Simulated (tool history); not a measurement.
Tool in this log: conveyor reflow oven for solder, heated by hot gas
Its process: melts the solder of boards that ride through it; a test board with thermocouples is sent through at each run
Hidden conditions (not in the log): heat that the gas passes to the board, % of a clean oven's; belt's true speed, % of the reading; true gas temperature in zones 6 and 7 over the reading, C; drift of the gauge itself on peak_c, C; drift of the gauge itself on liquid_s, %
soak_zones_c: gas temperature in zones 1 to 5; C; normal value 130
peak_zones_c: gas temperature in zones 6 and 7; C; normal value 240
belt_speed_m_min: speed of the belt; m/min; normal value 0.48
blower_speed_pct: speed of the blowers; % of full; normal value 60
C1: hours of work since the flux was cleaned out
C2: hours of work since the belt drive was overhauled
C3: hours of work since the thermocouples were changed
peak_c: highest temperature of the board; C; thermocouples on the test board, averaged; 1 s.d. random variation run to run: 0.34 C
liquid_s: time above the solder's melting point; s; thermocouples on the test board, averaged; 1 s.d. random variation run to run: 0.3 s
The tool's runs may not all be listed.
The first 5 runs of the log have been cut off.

{"run": 6, "day": 9.371, "soak_zones_c": 130, "peak_zones_c": 240, "belt_speed_m_min": 0.48, "blower_speed_pct": 60, "C1": 130, "C2": 919, "C3": 865, "peak_c": 223.3, "liquid_s": 77.6}
{"run": 7, "day": 11.088, "soak_zones_c": 130, "peak_zones_c": 240, "belt_speed_m_min": 0.48, "blower_speed_pct": 70, "C1": 147, "C2": 936, "C3": 882, "peak_c": 225.8, "liquid_s": 80}
{"run": 8, "day": 12.504, "soak_zones_c": 130, "peak_zones_c": 240, "belt_speed_m_min": 0.446, "blower_speed_pct": 60, "C1": 161, "C2": 950, "C3": 896, "peak_c": 226.2, "liquid_s": 86.7}
{"run": 9, "day": 14.8, "soak_zones_c": 130, "peak_zones_c": 240, "belt_speed_m_min": 0.446, "blower_speed_pct": 60, "C1": 183, "C2": 973, "C3": 919, "peak_c": 225.8, "liquid_s": 86.2}
{"run": 10, "day": 16.046, "soak_zones_c": 130, "peak_zones_c": 240, "belt_speed_m_min": 0.446, "blower_speed_pct": 60, "C1": 196, "C2": 986, "C3": 931, "peak_c": 226, "liquid_s": 85.9}
{"day": 16.858, "done": "flux residue cleaned out of gas plates and filters"}
{"run": 11, "day": 18.658, "soak_zones_c": 130, "peak_zones_c": 240, "belt_speed_m_min": 0.446, "blower_speed_pct": 60, "C1": 18, "C2": 1009, "C3": 955, "peak_c": 226, "liquid_s": 86.8}
{"run": 12, "day": 19.988, "soak_zones_c": 130, "peak_zones_c": 240, "belt_speed_m_min": 0.446, "blower_speed_pct": 60, "C1": 31, "C2": 1023, "C3": 968, "peak_c": 226.5, "liquid_s": 86.4}
{"run": 13, "day": 22.129, "soak_zones_c": 130, "peak_zones_c": 240, "belt_speed_m_min": 0.48, "blower_speed_pct": 79, "C1": 52, "C2": 1044, "C3": 989, "peak_c": 227.4, "liquid_s": 81.8}
{"run": 14, "day": 24.4, "soak_zones_c": 139, "peak_zones_c": 240, "belt_speed_m_min": 0.48, "blower_speed_pct": 60, "C1": 75, "C2": 1066, "C3": 1012, "peak_c": 225, "liquid_s": 83}
{"run": 15, "day": 25.983, "soak_zones_c": 130, "peak_zones_c": 240, "belt_speed_m_min": 0.48, "blower_speed_pct": 60, "C1": 90, "C2": 1082, "C3": 1028, "peak_c": 223.5, "liquid_s": 77.8}
{"run": 16, "day": 27.667, "soak_zones_c": 130, "peak_zones_c": 245, "belt_speed_m_min": 0.48, "blower_speed_pct": 60, "C1": 107, "C2": 1099, "C3": 1044, "peak_c": 228.4, "liquid_s": 81.6}
{"run": 17, "day": 29.5, "soak_zones_c": 130, "peak_zones_c": 240, "belt_speed_m_min": 0.462, "blower_speed_pct": 83, "C1": 125, "C2": 1117, "C3": 1062, "peak_c": 229.2, "liquid_s": 86.7}
{"run": 18, "day": 30.746, "soak_zones_c": 130, "peak_zones_c": 240, "belt_speed_m_min": 0.467, "blower_speed_pct": 71, "C1": 138, "C2": 1129, "C3": 1075, "peak_c": 227.2, "liquid_s": 83.5}
{"run": 19, "day": 32.183, "soak_zones_c": 118, "peak_zones_c": 234, "belt_speed_m_min": 0.467, "blower_speed_pct": 57, "C1": 152, "C2": 1143, "C3": 1089, "peak_c": 216.8, "liquid_s": 68.4}
{"run": 20, "day": 33.388, "soak_zones_c": 130, "peak_zones_c": 240, "belt_speed_m_min": 0.508, "blower_speed_pct": 60, "C1": 164, "C2": 1155, "C3": 1101, "peak_c": 221.5, "liquid_s": 71.7}
{"run": 21, "day": 34.671, "soak_zones_c": 123, "peak_zones_c": 238, "belt_speed_m_min": 0.531, "blower_speed_pct": 60, "C1": 176, "C2": 1168, "C3": 1114, "peak_c": 216.5, "liquid_s": 62}
{"run": 22, "day": 36.808, "soak_zones_c": 123, "peak_zones_c": 238, "belt_speed_m_min": 0.531, "blower_speed_pct": 60, "C1": 198, "C2": 1189, "C3": 1135, "peak_c": 217.2, "liquid_s": 61.4}
{"day": 37.396, "done": "flux residue cleaned out of gas plates and filters"}
{"run": 23, "day": 39.283, "soak_zones_c": 130, "peak_zones_c": 240, "belt_speed_m_min": 0.558, "blower_speed_pct": 60, "C1": 19, "C2": 1212, "C3": 1157, "peak_c": 218, "liquid_s": 61.8}
{"day": 39.554, "done": "belt drive overhauled, speed set with a stopwatch"}
{"run": 24, "day": 41.25, "soak_zones_c": 130, "peak_zones_c": 240, "belt_speed_m_min": 0.558, "blower_speed_pct": 60, "C1": 37, "C2": 17, "C3": 1175, "peak_c": 218.3, "liquid_s": 61.3}
{"run": 25, "day": 43.783, "soak_zones_c": 130, "peak_zones_c": 240, "belt_speed_m_min": 0.558, "blower_speed_pct": 60, "C1": 62, "C2": 42, "C3": 1200, "peak_c": 219.2, "liquid_s": 61.3}
{"run": 26, "day": 45.204, "soak_zones_c": 141, "peak_zones_c": 242, "belt_speed_m_min": 0.471, "blower_speed_pct": 89, "C1": 76, "C2": 56, "C3": 1214, "peak_c": 232.4, "liquid_s": 91.3}
{"run": 27, "day": 46.829, "soak_zones_c": 136, "peak_zones_c": 236, "belt_speed_m_min": 0.409, "blower_speed_pct": 74, "C1": 92, "C2": 72, "C3": 1230, "peak_c": 227.1, "liquid_s": 100.1}
{"run": 28, "day": 48.762, "soak_zones_c": 130, "peak_zones_c": 242, "belt_speed_m_min": 0.48, "blower_speed_pct": 55, "C1": 111, "C2": 91, "C3": 1250, "peak_c": 224.8, "liquid_s": 78.6}
{"run": 29, "day": 50.125, "soak_zones_c": 136, "peak_zones_c": 239, "belt_speed_m_min": 0.48, "blower_speed_pct": 55, "C1": 124, "C2": 105, "C3": 1263, "peak_c": 222.3, "liquid_s": 79.2}
{"day": 52.579, "done": "thermocouples of zones 6 and 7 changed"}
{"run": 30, "day": 52.583, "soak_zones_c": 118, "peak_zones_c": 239, "belt_speed_m_min": 0.426, "blower_speed_pct": 55, "C1": 148, "C2": 128, "C3": 0, "peak_c": 223.4, "liquid_s": 83.5}

Each row is a separate what-if for the run after 30, all from the same tool condition, not one after another. Results?
{"run": "A", "day": 54.892, "soak_zones_c": 135, "peak_zones_c": 239, "belt_speed_m_min": 0.49, "blower_speed_pct": 51, "C1": 171, "C2": 151, "C3": 23, "peak_c": "?", "liquid_s": "?"}
{"run": "B", "day": 54.892, "soak_zones_c": 141, "peak_zones_c": 241, "belt_speed_m_min": 0.383, "blower_speed_pct": 55, "C1": 171, "C2": 151, "C3": 23, "peak_c": "?", "liquid_s": "?"}
{"run": "C", "day": 54.892, "soak_zones_c": 130, "peak_zones_c": 230, "belt_speed_m_min": 0.48, "blower_speed_pct": 70, "C1": 171, "C2": 151, "C3": 23, "peak_c": "?", "liquid_s": "?"}

run=A peak_c=220.6 liquid_s=75.3
run=B peak_c=232.1 liquid_s=111.4
run=C peak_c=216.3 liquid_s=72.2
With no hidden state in the tool, these same runs would have given:
run=A peak_c=220.7 liquid_s=75.4
run=B peak_c=232.1 liquid_s=111.4
run=C peak_c=216.3 liquid_s=72.3
